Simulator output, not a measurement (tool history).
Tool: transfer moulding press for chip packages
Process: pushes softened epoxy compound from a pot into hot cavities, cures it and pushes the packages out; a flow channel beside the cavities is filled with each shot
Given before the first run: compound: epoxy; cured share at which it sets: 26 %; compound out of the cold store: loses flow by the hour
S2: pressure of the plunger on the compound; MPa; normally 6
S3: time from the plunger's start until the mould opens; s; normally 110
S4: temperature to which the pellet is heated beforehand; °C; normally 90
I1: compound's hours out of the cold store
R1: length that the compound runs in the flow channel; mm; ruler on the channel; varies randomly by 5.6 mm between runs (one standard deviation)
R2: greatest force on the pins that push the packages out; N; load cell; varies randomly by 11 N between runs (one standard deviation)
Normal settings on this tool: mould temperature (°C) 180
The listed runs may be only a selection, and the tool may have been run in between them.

{"run": 1, "hour": 0.0, "mould temperature (°C)": 180, "S2": 6, "S3": 110, "S4": 90, "I1": 25.2, "R1": 636, "R2": 488}
{"hour": 19.4, "done": "cavities cleaned with cleaning compound and waxed"}
{"run": 2, "hour": 47.7, "mould temperature (°C)": 180, "S2": 5.62, "S3": 110, "S4": 90, "I1": 19.5, "R1": 618, "R2": 532}
{"hour": 84.9, "done": "cavities cleaned with cleaning compound and waxed"}
{"run": 3, "hour": 90.9, "mould temperature (°C)": 176, "S2": 6, "S3": 110, "S4": 90, "I1": 19.8, "R1": 649, "R2": 633}
{"run": 4, "hour": 133.2, "mould temperature (°C)": 180, "S2": 4.64, "S3": 110, "S4": 90, "I1": 26.2, "R1": 538, "R2": 485}
{"hour": 150.2, "done": "cavities cleaned with cleaning compound and waxed"}
{"hour": 197.5, "done": "plunger's sealing rings changed"}
{"run": 5, "hour": 199.4, "mould temperature (°C)": 175, "S2": 6, "S3": 110, "S4": 90, "I1": 29.7, "R1": 620, "R2": 672}
{"hour": 218.5, "done": "cavities cleaned with cleaning compound and waxed"}
{"run": 6, "hour": 255.3, "mould temperature (°C)": 175, "S2": 6, "S3": 110, "S4": 82, "I1": 16.3, "R1": 663, "R2": 715}
{"hour": 282.8, "done": "cavities cleaned with cleaning compound and waxed"}
{"run": 7, "hour": 323.6, "mould temperature (°C)": 175, "S2": 6, "S3": 110, "S4": 82, "I1": 15, "R1": 668, "R2": 700}
{"hour": 348.8, "done": "cavities cleaned with cleaning compound and waxed"}
{"run": 8, "hour": 388.3, "mould temperature (°C)": 180, "S2": 5.9, "S3": 110, "S4": 90, "I1": 33, "R1": 604, "R2": 492}
{"hour": 414.7, "done": "cavities cleaned with cleaning compound and waxed"}
{"run": 9, "hour": 445.0, "mould temperature (°C)": 180, "S2": 5.9, "S3": 110, "S4": 90, "I1": 31.1, "R1": 600, "R2": 492}
{"hour": 481.4, "done": "cavities cleaned with cleaning compound and waxed"}
{"run": 10, "hour": 481.4, "mould temperature (°C)": 180, "S2": 6, "S3": 131, "S4": 90, "I1": 29.8, "R1": 607, "R2": 424}
{"run": 11, "hour": 541.4, "mould temperature (°C)": 180, "S2": 6, "S3": 131, "S4": 90, "I1": 30.6, "R1": 603, "R2": 465}
{"hour": 547.6, "done": "cavities cleaned with cleaning compound and waxed"}
{"run": 12, "hour": 580.1, "mould temperature (°C)": 180, "S2": 6, "S3": 110, "S4": 90, "I1": 45.1, "R1": 572, "R2": 480}
{"hour": 617.5, "done": "cavities cleaned with cleaning compound and waxed"}
{"run": 13, "hour": 629.7, "mould temperature (°C)": 180, "S2": 6, "S3": 110, "S4": 93, "I1": 10.5, "R1": 657, "R2": 516}
{"hour": 682.4, "done": "cavities cleaned with cleaning compound and waxed"}
{"run": 14, "hour": 693.9, "mould temperature (°C)": 187, "S2": 6.01, "S3": 116, "S4": 90, "I1": 12.6, "R1": 646, "R2": 423}
{"hour": 729.8, "done": "plunger's sealing rings changed"}
{"hour": 750.6, "done": "cavities cleaned with cleaning compound and waxed"}
{"run": 15, "hour": 767.8, "mould temperature (°C)": 180, "S2": 6, "S3": 110, "S4": 92, "I1": 12.6, "R1": 658, "R2": 513}
{"hour": 819.9, "done": "cavities cleaned with cleaning compound and waxed"}
{"run": 16, "hour": 836.2, "mould temperature (°C)": 182, "S2": 6.78, "S3": 110, "S4": 82, "I1": 30.2, "R1": 639, "R2": 457}
{"hour": 883.7, "done": "cavities cleaned with cleaning compound and waxed"}
{"run": 17, "hour": 883.7, "mould temperature (°C)": 185, "S2": 6, "S3": 149, "S4": 83, "I1": 40.1, "R1": 569, "R2": 417}

Run 18, settings as shown, results not yet in. Your forecast:
{"hour": 947.6, "done": "cavities cleaned with cleaning compound and waxed"}
{"run": 18, "hour": 953.4, "mould temperature (°C)": 185, "S2": 6, "S3": 149, "S4": 83, "I1": 31.4, "R1": "?", "R2": "?"}

{"run 18": {"R1": 597, "R2": 425}}
If the tool had no hidden condition, the same run with the same run-to-run variation would have returned R1 598 mm, R2 424 N.

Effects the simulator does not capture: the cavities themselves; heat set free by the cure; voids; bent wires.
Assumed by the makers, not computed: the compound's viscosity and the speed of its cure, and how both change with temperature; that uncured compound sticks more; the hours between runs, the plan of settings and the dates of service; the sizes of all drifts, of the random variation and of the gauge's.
